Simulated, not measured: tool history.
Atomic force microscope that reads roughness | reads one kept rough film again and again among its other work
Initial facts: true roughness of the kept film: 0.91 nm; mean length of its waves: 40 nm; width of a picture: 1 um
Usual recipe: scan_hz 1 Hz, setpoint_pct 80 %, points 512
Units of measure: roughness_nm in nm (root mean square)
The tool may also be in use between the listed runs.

run 1 hour=0 | scan_hz=1 setpoint_pct=80 points=512 | roughness_nm=0.855
run 2 hour=45.6 | scan_hz=1 setpoint_pct=80 points=512 | roughness_nm=0.849
-- hour=80.1 new tip fitted
run 3 hour=90.9 | scan_hz=1 setpoint_pct=80 points=512 | roughness_nm=0.859
run 4 hour=115 | scan_hz=1 setpoint_pct=80 points=512 | roughness_nm=0.853
run 5 hour=152 | scan_hz=1 setpoint_pct=68 points=512 | roughness_nm=0.86
-- hour=170 new tip fitted
run 6 hour=180.3 | scan_hz=1 setpoint_pct=79 points=512 | roughness_nm=0.857
run 7 hour=225.3 | scan_hz=0.55 setpoint_pct=59 points=263 | roughness_nm=0.873
-- hour=260.1 new tip fitted
run 8 hour=263.4 | scan_hz=0.64 setpoint_pct=75 points=576 | roughness_nm=0.873
run 9 hour=293.6 | scan_hz=1.71 setpoint_pct=57 points=303 | roughness_nm=0.867
run 10 hour=330.8 | scan_hz=3.85 setpoint_pct=71 points=303 | roughness_nm=0.798
-- hour=351.4 new tip fitted
run 11 hour=366.1 | scan_hz=3.85 setpoint_pct=71 points=303 | roughness_nm=0.809

Predict each of these 4 candidate next runs independently; none follows another, all start after run 11:
run A hour=408.7 | scan_hz=1.02 setpoint_pct=70 points=370 | roughness_nm=?
run B hour=408.7 | scan_hz=1 setpoint_pct=80 points=361 | roughness_nm=?
run C hour=408.7 | scan_hz=0.67 setpoint_pct=57 points=758 | roughness_nm=?
run D hour=408.7 | scan_hz=1 setpoint_pct=75 points=512 | roughness_nm=?

run=A roughness_nm=0.856
run=B roughness_nm=0.842
run=C roughness_nm=0.873
run=D roughness_nm=0.855
What these runs would have given with no unlogged condition in the tool:
run=A roughness_nm=0.874
run=B roughness_nm=0.859
run=C roughness_nm=0.891
run=D roughness_nm=0.873
